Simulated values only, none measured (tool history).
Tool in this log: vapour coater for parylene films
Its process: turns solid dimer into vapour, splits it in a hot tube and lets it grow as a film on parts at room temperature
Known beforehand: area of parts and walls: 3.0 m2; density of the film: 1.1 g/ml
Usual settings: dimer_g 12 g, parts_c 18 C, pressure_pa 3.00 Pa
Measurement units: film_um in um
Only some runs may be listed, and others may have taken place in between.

| run | hour | dimer_g | parts_c | pressure_pa | film_um |
|---|---|---|---|---|---|
| 1 | 0.0 | 12 | 18 | 3.00 | 2.85 |
| 2 | 17.1 | 12 | 18 | 3.00 | 2.86 |
| 3 | 38.6 | 12 | 18 | 3.00 | 2.85 |
| 4 | 57.8 | 12 | 18 | 3.00 | 2.85 |
| 5 | 75.8 | 12 | 18 | 3.00 | 2.85 |
| 6 | 95.0 | 12 | 18 | 3.00 | 2.86 |
| 7 | 115.2 | 12 | 18 | 3.00 | 2.86 |
| 8 | 135.2 | 6 | 18 | 9.50 | 1.26 |
| 9 | 153.3 | 12 | 20 | 9.07 | 2.44 |
| 10 | 167.0 | 6 | 18 | 5.48 | 1.34 |
| 11 | 180.5 | 15 | 11 | 8.10 | 3.73 |

A few steps of film_um between consecutive runs. Split each: what settings, incoming material and random variation would produce without the hidden state, and what is left over for the hidden state, along with gauge scatter present in only one of the two compared results (measured, and without hidden state):
The tool's hidden condition here consists of: vapour lost through the trap's worn valve, %; true temperature of the parts over the reading, C; drift of the gauge itself on film_um, %.
Run 10 -> 11: dimer_g 6 -> 15, parts_c 18 -> 11, pressure_pa 5.48 -> 8.10. film_um +2.39 um: hidden state -0.04, all else +2.43.
